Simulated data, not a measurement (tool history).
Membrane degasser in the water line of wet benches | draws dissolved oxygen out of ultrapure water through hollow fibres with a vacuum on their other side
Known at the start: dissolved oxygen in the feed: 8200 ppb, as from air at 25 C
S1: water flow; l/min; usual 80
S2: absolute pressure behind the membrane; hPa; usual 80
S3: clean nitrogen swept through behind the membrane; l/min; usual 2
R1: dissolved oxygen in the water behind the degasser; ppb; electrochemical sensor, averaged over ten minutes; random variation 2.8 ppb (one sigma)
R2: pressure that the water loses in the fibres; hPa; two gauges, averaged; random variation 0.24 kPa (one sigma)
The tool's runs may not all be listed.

{"run": 1, "hour": 0.0, "S1": 80, "S2": 80, "S3": 2, "R1": 410.4, "R2": 606.6}
{"run": 2, "hour": 182.3, "S1": 80, "S2": 80, "S3": 2, "R1": 415.4, "R2": 606.9}
{"run": 3, "hour": 313.5, "S1": 80, "S2": 80, "S3": 2, "R1": 413.2, "R2": 612}
{"run": 4, "hour": 458.8, "S1": 80, "S2": 135.4, "S3": 2, "R1": 810.3, "R2": 607.4}
{"run": 5, "hour": 627.5, "S1": 80, "S2": 80, "S3": 5.27, "R1": 207, "R2": 609.2}
{"run": 6, "hour": 848.0, "S1": 80, "S2": 80, "S3": 5.27, "R1": 208.1, "R2": 611.2}
{"run": 7, "hour": 1005.7, "S1": 80, "S2": 69.2, "S3": 5.27, "R1": 171.9, "R2": 610.7}
{"run": 8, "hour": 1184.8, "S1": 80, "S2": 69.2, "S3": 5.27, "R1": 170.4, "R2": 615.9}
{"run": 9, "hour": 1407.5, "S1": 80, "S2": 69.2, "S3": 5.27, "R1": 170.9, "R2": 610.8}
{"run": 10, "hour": 1615.3, "S1": 80, "S2": 80, "S3": 2, "R1": 415.5, "R2": 612.5}
{"run": 11, "hour": 1772.5, "S1": 80, "S2": 80, "S3": 2, "R1": 416.4, "R2": 610.3}
{"run": 12, "hour": 2000.3, "S1": 80, "S2": 80, "S3": 2, "R1": 405.9, "R2": 616.3}
{"hour": 2115.0, "done": "vacuum gauge calibrated"}
{"run": 13, "hour": 2121.5, "S1": 80, "S2": 80, "S3": 2, "R1": 411.8, "R2": 618.7}
{"run": 14, "hour": 2297.1, "S1": 80, "S2": 80, "S3": 2, "R1": 408.3, "R2": 616.7}
{"run": 15, "hour": 2474.3, "S1": 80, "S2": 80, "S3": 2, "R1": 409.4, "R2": 618.6}
{"hour": 2550.2, "done": "seals of the vacuum lines changed"}
{"run": 16, "hour": 2581.4, "S1": 80, "S2": 80, "S3": 2, "R1": 416, "R2": 615.7}
{"run": 17, "hour": 2763.5, "S1": 80, "S2": 80, "S3": 2, "R1": 415.7, "R2": 614.2}
{"run": 18, "hour": 2929.8, "S1": 80, "S2": 80, "S3": 2, "R1": 408.8, "R2": 617.4}
{"run": 19, "hour": 3070.8, "S1": 80, "S2": 80, "S3": 0.93, "R1": 678.4, "R2": 615.6}
{"run": 20, "hour": 3188.5, "S1": 80, "S2": 80, "S3": 0.93, "R1": 669.8, "R2": 618.6}
{"run": 21, "hour": 3386.2, "S1": 123, "S2": 80, "S3": 2, "R1": 636, "R2": 947.7}
{"run": 22, "hour": 3606.7, "S1": 59, "S2": 95.1, "S3": 1.36, "R1": 529.3, "R2": 450.1}
{"run": 23, "hour": 3830.4, "S1": 76, "S2": 49.5, "S3": 2, "R1": 168.4, "R2": 586.5}
{"run": 24, "hour": 4058.5, "S1": 91, "S2": 195.1, "S3": 2, "R1": 1328.5, "R2": 705.3}
{"run": 25, "hour": 4210.6, "S1": 91, "S2": 195.1, "S3": 2, "R1": 1303.1, "R2": 705.2}
{"run": 26, "hour": 4413.2, "S1": 67, "S2": 56.7, "S3": 3.32, "R1": 133.9, "R2": 521.3}
{"run": 27, "hour": 4572.0, "S1": 114, "S2": 85.7, "S3": 1.85, "R1": 669.3, "R2": 887.4}
{"run": 28, "hour": 4682.9, "S1": 51, "S2": 117.1, "S3": 1.85, "R1": 485.5, "R2": 397.3}
{"run": 29, "hour": 4820.0, "S1": 56, "S2": 117.1, "S3": 2.9, "R1": 362.8, "R2": 433.8}
{"run": 30, "hour": 4966.5, "S1": 56, "S2": 117.1, "S3": 2.9, "R1": 369.1, "R2": 439.7}
{"run": 31, "hour": 5115.5, "S1": 72, "S2": 62.6, "S3": 1.7, "R1": 281.7, "R2": 564.6}

Forecast each of these 5 alternatives for the next run:
{"hour": 5275.1, "done": "gauge calibrated"}
{"run": "A", "hour": 5340.8, "S1": 69, "S2": 108.6, "S3": 1.18, "R1": "?", "R2": "?"}
{"hour": 5275.1, "done": "gauge calibrated"}
{"run": "B", "hour": 5340.8, "S1": 106, "S2": 80, "S3": 2, "R1": "?", "R2": "?"}
{"hour": 5275.1, "done": "gauge calibrated"}
{"run": "C", "hour": 5340.8, "S1": 80, "S2": 80, "S3": 0.91, "R1": "?", "R2": "?"}
{"hour": 5275.1, "done": "gauge calibrated"}
{"run": "D", "hour": 5340.8, "S1": 60, "S2": 68.5, "S3": 1.65, "R1": "?", "R2": "?"}
{"hour": 5275.1, "done": "gauge calibrated"}
{"run": "E", "hour": 5340.8, "S1": 66, "S2": 62.6, "S3": 3.31, "R1": "?", "R2": "?"}

run=A R1=778 R2=525.6
run=B R1=551.2 R2=804.3
run=C R1=683.8 R2=612.5
run=D R1=279.2 R2=455.9
run=E R1=156.3 R2=501
Without the tool's hidden state the same runs would have given:
run=A R1=777.8 R2=525.1
run=B R1=550.8 R2=803.4
run=C R1=683.6 R2=611.8
run=D R1=279.1 R2=455.4
run=E R1=156.1 R2=500.5
